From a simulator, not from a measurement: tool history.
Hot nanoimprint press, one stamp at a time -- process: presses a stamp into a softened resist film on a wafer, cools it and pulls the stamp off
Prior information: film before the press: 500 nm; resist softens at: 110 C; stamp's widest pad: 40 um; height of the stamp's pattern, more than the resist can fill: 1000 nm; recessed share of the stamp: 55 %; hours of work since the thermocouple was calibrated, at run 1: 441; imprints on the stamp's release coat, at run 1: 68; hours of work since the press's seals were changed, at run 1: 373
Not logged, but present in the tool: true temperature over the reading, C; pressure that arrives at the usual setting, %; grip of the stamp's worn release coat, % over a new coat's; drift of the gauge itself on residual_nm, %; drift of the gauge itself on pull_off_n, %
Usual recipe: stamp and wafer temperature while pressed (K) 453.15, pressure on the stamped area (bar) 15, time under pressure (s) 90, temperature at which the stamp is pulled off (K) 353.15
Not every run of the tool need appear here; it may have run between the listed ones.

| run | day | stamp and wafer temperature while pressed (K) | pressure on the stamped area (bar) | time under pressure (s) | temperature at which the stamp is pulled off (K) | hours of work since the thermocouple was calibrated | imprints on the stamp's release coat | hours of work since the press's seals were changed | resist left under the stamp's widest pad (angstrom) | greatest force while the stamp is pulled off (N) |
|---|---|---|---|---|---|---|---|---|---|---|
| 1 | 0 | 453.15 | 15 | 90 | 353.15 | 441 | 68 | 373 | 3120 | 157 |
| 2 | 0.771 | 454.15 | 15 | 90 | 353.15 | 449 | 126 | 381 | 3043 | 161 |
| 3 | 1.638 | 453.15 | 15 | 90 | 353.15 | 459 | 192 | 390 | 3126 | 161 |
|  | 1.996 | plate thermocouple calibrated |
| 4 | 2.221 | 453.15 | 15 | 90 | 353.15 | 2 | 228 | 395 | 2987 | 156 |
| 5 | 3.075 | 453.15 | 15 | 90 | 353.15 | 12 | 293 | 405 | 3000 | 160 |
| 6 | 4.038 | 453.15 | 15 | 90 | 353.15 | 22 | 366 | 415 | 2987 | 164 |
| 7 | 4.942 | 453.15 | 15 | 90 | 353.15 | 32 | 435 | 425 | 2975 | 163 |
| 8 | 5.433 | 453.15 | 15 | 90 | 353.15 | 37 | 473 | 430 | 3002 | 163 |
| 9 | 6.338 | 453.15 | 15 | 90 | 353.15 | 47 | 542 | 440 | 3030 | 165 |
| 10 | 6.875 | 453.15 | 15 | 90 | 348.15 | 53 | 583 | 446 | 3024 | 182 |
| 11 | 7.404 | 453.15 | 15 | 90 | 348.15 | 58 | 623 | 451 | 2997 | 186 |
| 12 | 7.979 | 453.15 | 15 | 90 | 348.15 | 65 | 667 | 458 | 3009 | 182 |
| 13 | 8.954 | 453.15 | 15 | 90 | 348.15 | 75 | 742 | 468 | 3037 | 183 |
| 14 | 9.492 | 453.15 | 15 | 90 | 353.15 | 81 | 783 | 474 | 3013 | 166 |
| 15 | 10.288 | 453.15 | 15 | 90 | 348.15 | 90 | 844 | 482 | 2997 | 188 |
| 16 | 10.979 | 453.15 | 12 | 90 | 359.15 | 97 | 896 | 490 | 3313 | 153 |
| 17 | 11.775 | 453.15 | 12 | 90 | 359.15 | 106 | 957 | 499 | 3339 | 151 |
| 18 | 12.329 | 453.15 | 12 | 90 | 359.15 | 112 | 1000 | 504 | 3279 | 154 |
| 19 | 13.05 | 442.15 | 12 | 90 | 357.15 | 119 | 1054 | 512 | 4278 | 158 |
| 20 | 13.871 | 441.15 | 9.1 | 84 | 353.15 | 128 | 1117 | 521 | 4634 | 171 |
| 21 | 14.75 | 456.15 | 9.5 | 107 | 360.15 | 138 | 1184 | 531 | 3212 | 151 |
| 22 | 15.15 | 448.15 | 11.2 | 90 | 353.15 | 142 | 1215 | 535 | 3866 | 173 |
| 23 | 15.958 | 444.15 | 18.4 | 157 | 345.15 | 151 | 1277 | 544 | 3254 | 205 |
| 24 | 16.454 | 442.15 | 17.5 | 163 | 353.15 | 156 | 1314 | 549 | 3536 | 173 |
| 25 | 17.133 | 442.15 | 17.5 | 163 | 353.15 | 163 | 1366 | 556 | 3474 | 177 |
| 26 | 18.012 | 464.15 | 15 | 49 | 353.15 | 173 | 1434 | 566 | 2635 | 176 |
| 27 | 18.421 | 464.15 | 15 | 49 | 353.15 | 177 | 1465 | 570 | 2583 | 184 |
| 28 | 19.017 | 460.15 | 18.9 | 90 | 360.15 | 184 | 1510 | 577 | 2138 | 156 |
| 29 | 19.579 | 453.15 | 14.3 | 56 | 348.15 | 190 | 1553 | 583 | 3528 | 200 |

Difference, measured minus no-hidden-state, one row per run. Run-to-run variation is common to both terms; the gauge's own scatter need not be:
| run | resist left under the stamp's widest pad (angstrom) | greatest force while the stamp is pulled off (N) |
|---|---|---|
| 1 | +179 | +5 |
| 2 | +179 | +7 |
| 3 | +186 | +7 |
| 4 | +32 | +4 |
| 5 | +36 | +5 |
| 6 | +39 | +7 |
| 7 | +42 | +7 |
| 8 | +45 | +8 |
| 9 | +49 | +10 |
| 10 | +51 | +11 |
| 11 | +52 | +12 |
| 12 | +55 | +12 |
| 13 | +59 | +13 |
| 14 | +61 | +14 |
| 15 | +63 | +16 |
| 16 | +59 | +14 |
| 17 | +63 | +15 |
| 18 | +64 | +16 |
| 19 | +50 | +17 |
| 20 | +33 | +19 |
| 21 | +66 | +18 |
| 22 | +67 | +20 |
| 23 | +104 | +26 |
| 24 | +103 | +23 |
| 25 | +106 | +23 |
| 26 | +83 | +25 |
| 27 | +83 | +26 |
| 28 | +87 | +24 |
| 29 | +96 | +30 |

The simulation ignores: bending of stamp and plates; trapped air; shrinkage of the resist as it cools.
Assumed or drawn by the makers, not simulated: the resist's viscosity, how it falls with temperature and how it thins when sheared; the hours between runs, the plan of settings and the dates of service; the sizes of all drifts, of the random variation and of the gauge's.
